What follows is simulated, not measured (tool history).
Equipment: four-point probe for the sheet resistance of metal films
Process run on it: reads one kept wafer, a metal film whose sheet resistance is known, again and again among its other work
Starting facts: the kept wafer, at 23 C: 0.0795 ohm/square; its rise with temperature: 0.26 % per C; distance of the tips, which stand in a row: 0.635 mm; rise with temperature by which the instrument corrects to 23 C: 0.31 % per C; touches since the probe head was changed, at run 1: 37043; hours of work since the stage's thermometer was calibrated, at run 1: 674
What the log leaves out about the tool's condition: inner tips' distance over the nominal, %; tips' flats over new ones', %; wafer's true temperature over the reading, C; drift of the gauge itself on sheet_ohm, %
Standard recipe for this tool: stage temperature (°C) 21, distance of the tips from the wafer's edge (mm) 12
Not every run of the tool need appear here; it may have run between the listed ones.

run	day	stage temperature (°C)	distance of the tips from the wafer's edge (mm)	touches since the probe head was changed	hours of work since the stage's thermometer was calibrated	sheet resistance as the instrument gives it (ohm/square)
1	0.000	21	12	37043	674	0.079412
2	0.708	26	12	37623	684	0.079242
3	2.000	21	9	38678	701	0.079521
4	2.812	21	9	39341	712	0.079473
5	3.588	21	9	39974	723	0.079464
6	4.333	21	9	40583	733	0.079479
7	5.979	21	12	41927	755	0.079361
8	7.446	21	5	43127	775	0.079920
9	8.167	21	5	43716	785	0.079947
10	9.662	21	12	44937	805	0.079335
11	10.646	21	12	45741	818	0.079321
12	11.904	21	12	46772	835	0.079336
13	12.900	21	12	47584	849	0.079353
14	14.004	20	12	48486	864	0.079357
15	15.658	20	12	49839	886	0.079366
16	16.938	34	12	50883	904	0.078861
17	17.929	34	12	51695	917	0.078878
18	19.183	34	12	52719	934	0.078847
19	20.367	33	12	53687	950	0.078902
20	21.558	33	12	54660	966	0.078905
21	23.192	31	12	55996	988	0.078903
22	24.300	31	12	56902	1003	0.078945
23	25.162	21	12	57605	1015	0.079277
24	26.288	25	7	58523	1030	0.079333
25	27.200	23	4	59270	1043	0.080142
26	28.462	23	4	60303	1060	0.080088
27	30.121	23	4	61658	1082	0.080097
28	31.350	20	4	62663	1099	0.080209
29	32.471	35	9	63576	1114	0.078853
30	34.025	32	6	64848	1135	0.079204
31	35.058	21	12	65693	1149	0.079206
32	36.188	19	5	66614	1164	0.079855
33	37.688	20	26	67840	1185	0.079142
34	39.350	24	10	69200	1207	0.079110
35	40.379	24	10	70040	1221	0.079096
36	41.338	24	49	70824	1234	0.078951
37	42.792	24	49	72011	1254	0.078984
38	43.562	24	49	72641	1264	0.078936
39	44.333	23	51	73270	1275	0.078959
40	45.604	23	51	74309	1292	0.078934
41	46.542	23	52	75077	1305	0.078945
42	48.138	23	52	76380	1326	0.078971
43	49.467	19	36	77467	1344	0.079113
44	50.633	30	3	78419	1360	0.080562
45	52.083	30	3	79603	1380	0.080546

How would selected steps in sheet resistance as the instrument gives it (ohm/square) from run to run divide? Give the signed amount a tool lacking its hidden state would still show from settings, what came in and random variation, and the signed amount left for the hidden state, including any gauge scatter that is not in both of the compared results.
Run 7 -> 8: distance of the tips from the wafer's edge (mm) 12 -> 5. sheet resistance as the instrument gives it (ohm/square) +0.000559: hidden state -0.000011, all else +0.000570.
Run 24 -> 25: stage temperature (°C) 25 -> 23, distance of the tips from the wafer's edge (mm) 7 -> 4. sheet resistance as the instrument gives it (ohm/square) +0.000809: hidden state -0.000009, all else +0.000818.
Run 28 -> 29: stage temperature (°C) 20 -> 35, distance of the tips from the wafer's edge (mm) 4 -> 9. sheet resistance as the instrument gives it (ohm/square) -0.001356: hidden state -0.000001, all else -0.001355.
Run 29 -> 30: stage temperature (°C) 35 -> 32, distance of the tips from the wafer's edge (mm) 9 -> 6. sheet resistance as the instrument gives it (ohm/square) +0.000351: hidden state -0.000012, all else +0.000363.
Run 43 -> 44: stage temperature (°C) 19 -> 30, distance of the tips from the wafer's edge (mm) 36 -> 3. sheet resistance as the instrument gives it (ohm/square) +0.001449: hidden state -0.000019, all else +0.001468.
